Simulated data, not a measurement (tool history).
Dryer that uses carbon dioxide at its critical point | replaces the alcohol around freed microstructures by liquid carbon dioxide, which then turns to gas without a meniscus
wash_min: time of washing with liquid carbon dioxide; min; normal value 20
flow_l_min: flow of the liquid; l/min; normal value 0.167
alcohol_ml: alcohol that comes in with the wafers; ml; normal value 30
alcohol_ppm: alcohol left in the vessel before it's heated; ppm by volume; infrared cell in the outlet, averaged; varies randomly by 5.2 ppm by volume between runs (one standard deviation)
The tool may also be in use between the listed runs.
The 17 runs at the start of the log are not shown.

run	hour	wash_min	flow_l_min	alcohol_ml	hours of work since the filter was changed	hours of work since the purifier's bed was changed	alcohol_ppm
18	453.4	20	0.122	30	158	226	775
19	483.5	20	0.167	52	180	247	281
# hour 488.6: inlet filter changed
20	502.8	25	0.189	52	10	260	63
21	535.6	15	0.167	21	34	284	375
22	566.3	26	0.209	29	55	306	58
23	584.6	26	0.209	29	68	319	56
24	613.1	26	0.209	29	89	339	62
25	637.7	30	0.153	30	106	356	79
26	670.0	24	0.250	96	129	379	63
27	704.0	24	0.119	96	154	404	1156
28	726.1	27	0.167	30	169	420	87
29	741.9	28	0.255	34	181	431	73
# hour 745.0: inlet filter changed
30	777.3	13	0.110	20	23	455	2656
31	793.7	13	0.110	20	35	467	2731
32	822.2	13	0.110	20	55	487	2781
33	843.1	21	0.116	24	70	502	570
34	860.9	20	0.135	42	83	515	598
35	887.4	25	0.219	23	102	534	91
# hour 893.2: purifier's bed changed
36	924.2	14	0.275	25	126	22	34
37	945.4	14	0.275	25	141	37	45

Forecast each of these 4 alternatives for the next run:
A	978.7	14	0.195	60	165	61	?
B	978.7	19	0.238	56	165	61	?
C	978.7	20	0.167	97	165	61	?
D	978.7	31	0.159	76	165	61	?

run	alcohol_ppm
A	763
B	36
C	429
D	32
Without the tool's hidden state the same runs would have given:
run	alcohol_ppm
A	492
B	12
C	251
D	11
